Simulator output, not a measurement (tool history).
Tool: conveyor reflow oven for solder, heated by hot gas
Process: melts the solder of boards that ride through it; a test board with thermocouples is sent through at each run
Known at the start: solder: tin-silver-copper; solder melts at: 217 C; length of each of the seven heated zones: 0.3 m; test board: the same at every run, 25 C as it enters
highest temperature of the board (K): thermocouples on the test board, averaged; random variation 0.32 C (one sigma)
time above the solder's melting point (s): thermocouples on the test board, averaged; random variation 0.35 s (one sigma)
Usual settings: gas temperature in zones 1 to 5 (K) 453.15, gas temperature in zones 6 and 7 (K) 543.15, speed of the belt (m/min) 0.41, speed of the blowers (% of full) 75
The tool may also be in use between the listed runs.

| run | hour | gas temperature in zones 1 to 5 (K) | gas temperature in zones 6 and 7 (K) | speed of the belt (m/min) | speed of the blowers (% of full) | highest temperature of the board (K) | time above the solder's melting point (s) |
|---|---|---|---|---|---|---|---|
| 1 | 0 | 453.15 | 543.15 | 0.41 | 75 | 528.15 | 71.9 |
| 2 | 32 | 453.15 | 543.15 | 0.41 | 75 | 527.85 | 72.6 |
| 3 | 59.5 | 453.15 | 543.15 | 0.41 | 75 | 527.35 | 71.9 |
| 4 | 86.8 | 453.15 | 543.15 | 0.41 | 75 | 527.65 | 71.4 |
|  | 99.3 | flux residue cleaned out of gas plates and filters |
| 5 | 129.7 | 453.15 | 543.15 | 0.41 | 75 | 528.05 | 72.9 |
| 6 | 177.5 | 453.15 | 543.15 | 0.41 | 75 | 527.95 | 73 |
| 7 | 215.3 | 453.15 | 543.15 | 0.41 | 53 | 523.45 | 67.1 |
| 8 | 253.6 | 453.15 | 534.15 | 0.41 | 53 | 515.65 | 59.9 |
|  | 297.6 | belt drive overhauled, speed set with a stopwatch |
| 9 | 297.6 | 453.15 | 534.15 | 0.41 | 53 | 514.85 | 55.3 |
| 10 | 346.3 | 459.15 | 543.15 | 0.41 | 75 | 527.55 | 72.5 |
| 11 | 375 | 459.15 | 543.15 | 0.41 | 75 | 527.65 | 71.7 |
|  | 416.5 | flux residue cleaned out of gas plates and filters |
| 12 | 426.4 | 443.15 | 543.15 | 0.41 | 75 | 525.35 | 64.3 |
| 13 | 457.5 | 443.15 | 543.15 | 0.41 | 75 | 525.45 | 64 |
| 14 | 510.5 | 443.15 | 543.15 | 0.41 | 75 | 524.75 | 63.9 |
| 15 | 558.5 | 453.15 | 543.15 | 0.41 | 75 | 526.65 | 69.3 |
| 16 | 607.3 | 453.15 | 543.15 | 0.41 | 50 | 521.05 | 62.9 |
| 17 | 641.3 | 453.15 | 543.15 | 0.41 | 50 | 520.95 | 62.9 |
| 18 | 668.2 | 453.15 | 543.15 | 0.384 | 50 | 523.75 | 70.2 |
| 19 | 692.2 | 446.15 | 538.15 | 0.488 | 61 | 510.75 | 38.8 |
|  | 711.5 | thermocouples of zones 6 and 7 changed |
|  | 730 | flux residue cleaned out of gas plates and filters |
| 20 | 736.3 | 446.15 | 538.15 | 0.436 | 61 | 517.35 | 53.5 |
| 21 | 782.2 | 445.15 | 543.15 | 0.41 | 75 | 526.65 | 65.7 |
| 22 | 834.8 | 445.15 | 543.15 | 0.41 | 75 | 526.35 | 65.8 |
| 23 | 878.2 | 442.15 | 546.15 | 0.41 | 75 | 528.05 | 65.8 |
| 24 | 931.5 | 442.15 | 546.15 | 0.41 | 75 | 528.15 | 65.6 |
| 25 | 974.3 | 442.15 | 546.15 | 0.341 | 75 | 533.25 | 86 |
| 26 | 1007.9 | 453.15 | 557.15 | 0.41 | 75 | 539.35 | 78.5 |
|  | 1040.3 | flux residue cleaned out of gas plates and filters |
| 27 | 1063.1 | 453.15 | 540.15 | 0.41 | 57 | 521.95 | 64.5 |
| 28 | 1111.4 | 453.15 | 543.15 | 0.393 | 77 | 528.85 | 75.2 |
| 29 | 1137.9 | 453.15 | 547.15 | 0.41 | 75 | 530.75 | 73 |
| 30 | 1178.1 | 443.15 | 540.15 | 0.39 | 69 | 523.65 | 66.6 |
| 31 | 1217.7 | 462.15 | 543.15 | 0.487 | 72 | 522.25 | 57.8 |

3 ways to go on from here, each from the tool as it stands after run 31. What would each give?
| A | 1262.1 | 462.15 | 543.15 | 0.487 | 64 | ? | ? |
| B | 1262.1 | 462.15 | 543.15 | 0.487 | 63 | ? | ? |
| C | 1262.1 | 464.15 | 543.15 | 0.351 | 66 | ? | ? |

| run | highest temperature of the board (K) | time above the solder's melting point (s) |
|---|---|---|
| A | 520.85 | 56.6 |
| B | 520.45 | 56.3 |
| C | 531.35 | 93.9 |
Without the tool's hidden state the same runs would have given:
| run | highest temperature of the board (K) | time above the solder's melting point (s) |
|---|---|---|
| A | 521.55 | 56.3 |
| B | 521.15 | 56 |
| C | 531.95 | 92.8 |

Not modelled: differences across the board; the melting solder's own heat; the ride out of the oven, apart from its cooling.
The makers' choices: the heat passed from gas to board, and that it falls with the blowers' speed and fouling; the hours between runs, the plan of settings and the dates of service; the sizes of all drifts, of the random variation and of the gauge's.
